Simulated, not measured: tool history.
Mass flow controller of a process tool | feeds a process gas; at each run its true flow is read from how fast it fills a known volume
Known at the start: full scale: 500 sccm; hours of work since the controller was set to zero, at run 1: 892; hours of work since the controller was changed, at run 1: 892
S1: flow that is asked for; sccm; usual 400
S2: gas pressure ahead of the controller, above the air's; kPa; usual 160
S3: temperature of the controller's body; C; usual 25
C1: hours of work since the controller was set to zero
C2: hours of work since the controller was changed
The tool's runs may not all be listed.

{"run": 1, "hour": 0.0, "S1": 400, "S2": 160, "S3": 25, "C1": 892, "C2": 892, "true flow (%)": 99.64}
{"run": 2, "hour": 85.2, "S1": 400, "S2": 160, "S3": 25, "C1": 931, "C2": 931, "true flow (%)": 99.8}
{"run": 3, "hour": 159.6, "S1": 400, "S2": 160, "S3": 25, "C1": 964, "C2": 964, "true flow (%)": 99.8}
{"run": 4, "hour": 249.4, "S1": 400, "S2": 194, "S3": 25, "C1": 1005, "C2": 1005, "true flow (%)": 99.64}
{"run": 5, "hour": 328.8, "S1": 400, "S2": 194, "S3": 25, "C1": 1040, "C2": 1040, "true flow (%)": 99.61}
{"run": 6, "hour": 375.6, "S1": 400, "S2": 160, "S3": 25, "C1": 1062, "C2": 1062, "true flow (%)": 99.84}
{"run": 7, "hour": 465.5, "S1": 400, "S2": 160, "S3": 25, "C1": 1102, "C2": 1102, "true flow (%)": 99.91}
{"run": 8, "hour": 526.1, "S1": 400, "S2": 241, "S3": 25, "C1": 1129, "C2": 1129, "true flow (%)": 99.66}
{"run": 9, "hour": 571.2, "S1": 400, "S2": 160, "S3": 25, "C1": 1150, "C2": 1150, "true flow (%)": 99.97}
{"run": 10, "hour": 642.4, "S1": 400, "S2": 243, "S3": 25, "C1": 1182, "C2": 1182, "true flow (%)": 99.85}
{"run": 11, "hour": 704.0, "S1": 400, "S2": 243, "S3": 40, "C1": 1209, "C2": 1209, "true flow (%)": 100.69}
{"run": 12, "hour": 762.2, "S1": 400, "S2": 243, "S3": 40, "C1": 1236, "C2": 1236, "true flow (%)": 100.79}
{"run": 13, "hour": 847.4, "S1": 400, "S2": 160, "S3": 25, "C1": 1274, "C2": 1274, "true flow (%)": 99.91}
{"run": 14, "hour": 936.1, "S1": 400, "S2": 160, "S3": 25, "C1": 1314, "C2": 1314, "true flow (%)": 99.89}
{"run": 15, "hour": 1006.7, "S1": 400, "S2": 160, "S3": 25, "C1": 1346, "C2": 1346, "true flow (%)": 100.05}
{"run": 16, "hour": 1076.7, "S1": 400, "S2": 160, "S3": 25, "C1": 1377, "C2": 1377, "true flow (%)": 100.02}
{"run": 17, "hour": 1171.7, "S1": 400, "S2": 186, "S3": 25, "C1": 1420, "C2": 1420, "true flow (%)": 100.05}
{"run": 18, "hour": 1246.8, "S1": 400, "S2": 160, "S3": 23, "C1": 1454, "C2": 1454, "true flow (%)": 100.04}
{"run": 19, "hour": 1319.6, "S1": 400, "S2": 212, "S3": 25, "C1": 1487, "C2": 1487, "true flow (%)": 100.05}
{"run": 20, "hour": 1363.5, "S1": 400, "S2": 212, "S3": 25, "C1": 1506, "C2": 1506, "true flow (%)": 100.12}
{"run": 21, "hour": 1405.7, "S1": 400, "S2": 212, "S3": 25, "C1": 1525, "C2": 1525, "true flow (%)": 99.96}
{"run": 22, "hour": 1479.2, "S1": 400, "S2": 212, "S3": 25, "C1": 1558, "C2": 1558, "true flow (%)": 100.25}
{"run": 23, "hour": 1525.7, "S1": 400, "S2": 160, "S3": 25, "C1": 1579, "C2": 1579, "true flow (%)": 100.19}
{"run": 24, "hour": 1596.2, "S1": 400, "S2": 160, "S3": 25, "C1": 1611, "C2": 1611, "true flow (%)": 100.2}
{"run": 25, "hour": 1647.2, "S1": 400, "S2": 160, "S3": 25, "C1": 1634, "C2": 1634, "true flow (%)": 100.26}
{"run": 26, "hour": 1713.5, "S1": 56, "S2": 148, "S3": 20, "C1": 1664, "C2": 1664, "true flow (%)": 98.81}
{"run": 27, "hour": 1796.7, "S1": 64, "S2": 160, "S3": 23, "C1": 1701, "C2": 1701, "true flow (%)": 98.82}
{"run": 28, "hour": 1865.5, "S1": 309, "S2": 230, "S3": 39, "C1": 1732, "C2": 1732, "true flow (%)": 100.76}
{"hour": 1876.7, "done": "gauge calibrated"}
{"run": 29, "hour": 1942.6, "S1": 309, "S2": 230, "S3": 39, "C1": 1767, "C2": 1767, "true flow (%)": 100.12}
{"run": 30, "hour": 1999.2, "S1": 115, "S2": 230, "S3": 39, "C1": 1793, "C2": 1793, "true flow (%)": 99.37}
{"run": 31, "hour": 2088.8, "S1": 115, "S2": 230, "S3": 39, "C1": 1833, "C2": 1833, "true flow (%)": 99.48}
{"run": 32, "hour": 2173.9, "S1": 115, "S2": 230, "S3": 39, "C1": 1871, "C2": 1871, "true flow (%)": 99.58}
{"run": 33, "hour": 2261.3, "S1": 427, "S2": 160, "S3": 28, "C1": 1910, "C2": 1910, "true flow (%)": 100.28}
{"run": 34, "hour": 2350.4, "S1": 427, "S2": 160, "S3": 25, "C1": 1951, "C2": 1951, "true flow (%)": 100.01}
{"run": 35, "hour": 2425.4, "S1": 65, "S2": 160, "S3": 34, "C1": 1984, "C2": 1984, "true flow (%)": 99.27}
{"run": 36, "hour": 2469.9, "S1": 78, "S2": 188, "S3": 39, "C1": 2004, "C2": 2004, "true flow (%)": 99.54}
{"run": 37, "hour": 2557.4, "S1": 73, "S2": 167, "S3": 33, "C1": 2044, "C2": 2044, "true flow (%)": 99.27}
{"run": 38, "hour": 2646.7, "S1": 73, "S2": 167, "S3": 33, "C1": 2084, "C2": 2084, "true flow (%)": 99.23}
{"run": 39, "hour": 2710.0, "S1": 138, "S2": 144, "S3": 25, "C1": 2113, "C2": 2113, "true flow (%)": 99.0}
{"run": 40, "hour": 2768.6, "S1": 138, "S2": 144, "S3": 25, "C1": 2139, "C2": 2139, "true flow (%)": 99.07}
{"run": 41, "hour": 2837.9, "S1": 138, "S2": 144, "S3": 25, "C1": 2170, "C2": 2170, "true flow (%)": 99.13}
{"run": 42, "hour": 2934.3, "S1": 221, "S2": 160, "S3": 25, "C1": 2214, "C2": 2214, "true flow (%)": 99.5}
{"run": 43, "hour": 3003.3, "S1": 50, "S2": 161, "S3": 27, "C1": 2245, "C2": 2245, "true flow (%)": 98.92}
{"run": 44, "hour": 3087.5, "S1": 50, "S2": 161, "S3": 27, "C1": 2282, "C2": 2282, "true flow (%)": 98.92}
{"run": 45, "hour": 3153.7, "S1": 50, "S2": 161, "S3": 27, "C1": 2312, "C2": 2312, "true flow (%)": 98.84}
{"run": 46, "hour": 3224.3, "S1": 450, "S2": 255, "S3": 39, "C1": 2344, "C2": 2344, "true flow (%)": 101.09}
{"run": 47, "hour": 3289.8, "S1": 450, "S2": 255, "S3": 39, "C1": 2374, "C2": 2374, "true flow (%)": 101.13}

Hidden state at the last listed run before each entry between runs and at the first one after, where it differs:
Between runs 28 and 29: gauge calibrated (hour 1876.7)
  drift of the gauge itself on true_pct, %: 0.64 -> 0.02
  measured less the result without the state, true flow (%): +0.64 -> +0.02
